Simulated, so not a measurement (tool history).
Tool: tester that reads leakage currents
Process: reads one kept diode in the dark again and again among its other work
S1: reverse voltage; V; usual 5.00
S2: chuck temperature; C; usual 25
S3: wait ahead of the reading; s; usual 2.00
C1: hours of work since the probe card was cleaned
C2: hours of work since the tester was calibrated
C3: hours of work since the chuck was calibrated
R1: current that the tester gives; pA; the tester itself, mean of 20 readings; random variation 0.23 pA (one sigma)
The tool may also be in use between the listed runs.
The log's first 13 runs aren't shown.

run,hour,S1,S2,S3,C1,C2,C3,R1
14,795.4,5.00,25,2.00,652,594,1763,73.88
15,876.4,5.00,25,2.57,694,636,1804,73.87
16,954.8,16.26,25,2.57,734,676,1845,143.81
17,1039.2,16.26,25,2.57,778,719,1888,144.70
18,1121.7,16.26,25,2.57,820,762,1931,145.41
19,1168.0,5.00,39,2.00,844,786,1954,196.43
20,1203.9,5.00,39,2.00,863,804,1973,197.01
21,1279.2,5.00,39,2.00,901,843,2012,196.96
22,1362.1,6.80,25,6.34,944,886,2054,88.96
23,1429.2,9.89,55,2.87,979,920,2089,795.71
24,1485.0,1.85,25,0.36,1007,949,2117,44.58
25,1568.7,16.51,25,0.79,1050,992,2161,155.31
# hour 1628.4: chuck's temperature calibrated
26,1630.1,2.66,46,0.49,1081,1022,1,245.86
# hour 1652.2: probe card cleaned and baked
27,1713.2,16.84,46,1.16,31,1064,42,630.57
28,1754.4,2.85,40,1.14,53,1085,63,167.16
29,1830.9,4.92,40,1.33,92,1124,103,222.15
30,1867.7,4.92,40,1.33,111,1143,122,221.52
31,1915.6,11.18,33,1.33,136,1168,146,210.04

The next listed run, before its measurement:
32,1954.7,8.34,25,2.02,156,1188,166,?

Run 32 gave R1 100.29 pA.
Without the tool's hidden state the same run would have given R1 98.73 pA.
